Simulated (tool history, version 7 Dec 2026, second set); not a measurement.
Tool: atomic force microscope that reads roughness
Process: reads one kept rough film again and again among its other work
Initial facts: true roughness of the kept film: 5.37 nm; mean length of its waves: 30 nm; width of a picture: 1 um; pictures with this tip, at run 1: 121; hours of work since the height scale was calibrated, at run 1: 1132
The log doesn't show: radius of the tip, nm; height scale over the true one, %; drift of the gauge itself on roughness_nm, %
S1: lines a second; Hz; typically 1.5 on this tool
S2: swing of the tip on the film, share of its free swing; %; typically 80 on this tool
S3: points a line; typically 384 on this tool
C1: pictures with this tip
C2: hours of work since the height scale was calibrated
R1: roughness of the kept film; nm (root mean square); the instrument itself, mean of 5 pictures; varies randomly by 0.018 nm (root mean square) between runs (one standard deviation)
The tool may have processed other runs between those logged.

run	hour	S1	S2	S3	C1	C2	R1
1	0	1.5	80	384	121	1132	3.768
2	76.4	1.2	80	384	226	1170	3.506
# hour 134.2: new tip fitted
3	157.9	1.2	80	384	32	1210	4.214
4	241.9	2.51	80	384	147	1251	3.639
5	310.3	1.5	80	384	241	1285	3.506
# hour 355.7: new tip fitted
6	359.5	1.5	80	384	5	1309	4.237
7	428.7	1.5	80	384	100	1344	3.931
8	469.6	1.5	80	998	156	1364	3.763
9	546.3	1.5	80	998	261	1402	3.493
# hour 577.7: new tip fitted
10	590	1.5	80	384	17	1423	4.173
11	658.7	2.71	80	384	111	1457	3.707
12	745.7	0.86	80	384	230	1500	3.641
# hour 802.3: new tip fitted
13	818.6	0.86	80	384	23	1536	4.266
# hour 824.3: height scale calibrated on a step standard
14	865.6	0.86	80	384	86	20	4.028
15	937.8	1.5	80	717	184	56	3.672
16	1000.4	1.5	80	717	270	87	3.455
# hour 1024.8: new tip fitted
17	1085.8	1.5	80	717	83	129	3.971
18	1168.6	1.34	80	717	196	170	3.657
# hour 1222.6: height scale calibrated on a step standard, once more
19	1242.7	1.34	80	717	296	10	3.394
# hour 1254.3: new tip fitted
20	1286.9	1.34	80	717	45	32	4.229
21	1369.1	0.84	80	384	157	72	3.853
22	1454.2	1.5	80	384	274	114	3.446
# hour 1477.8: new tip fitted
23	1520.3	1.5	80	384	58	147	4.046
24	1600.5	1.5	80	384	168	187	3.733
25	1655.2	1.5	85	384	243	214	3.418
# hour 1705.5: new tip fitted
26	1719.1	1.74	62	384	19	245	4.337
27	1805.2	3	72	404	136	288	3.73
28	1890	3	72	404	252	329	3.385
# hour 1928.5: new tip fitted
29	1951.2	3.58	62	495	31	360	4.167
30	2009	3.58	62	495	110	388	3.941
31	2066	1.5	59	633	188	416	3.832
32	2108.8	0.77	80	384	247	438	3.604
# hour 2150.6: new tip fitted
33	2181.4	0.77	80	384	42	473	4.253
34	2235.7	0.77	80	384	117	500	3.963
35	2306.3	0.77	80	384	213	535	3.741
36	2362.9	0.77	59	950	291	563	3.609
# hour 2374.9: new tip fitted
37	2445.9	2.69	63	856	97	604	4.055
38	2482.3	0.71	63	296	147	622	3.963
39	2566.8	0.71	63	296	263	664	3.613
# hour 2600.3: new tip fitted
40	2605.8	2.82	68	547	7	683	4.254
41	2692.9	1.17	68	853	126	726	4.025
42	2741	3.85	80	384	192	750	3.369
43	2801.4	3.95	62	909	275	779	3.483
# hour 2822.3: new tip fitted
44	2887.9	1.93	62	909	89	822	4.141
45	2927.7	1.93	62	909	144	842	3.94
46	2985.8	1.93	65	909	223	870	3.657
# hour 3044.7: new tip fitted
47	3044.7	1.93	65	357	0	899	4.397
48	3113.6	1.93	65	357	94	933	4.073
49	3198	0.66	66	293	210	975	3.813
# hour 3266.9: new tip fitted
50	3284.3	1.66	80	532	24	1018	4.173

Forecast each of these 3 alternatives for the next run:
A	3362.7	0.72	71	415	131	1056	?
B	3362.7	0.66	57	384	131	1056	?
C	3362.7	1.17	68	292	131	1056	?

run	R1
A	4.032
B	4.063
C	3.968
With the hidden condition removed and each run's random variation left untouched, the same runs would have given:
run	R1
A	4.532
B	4.565
C	4.459
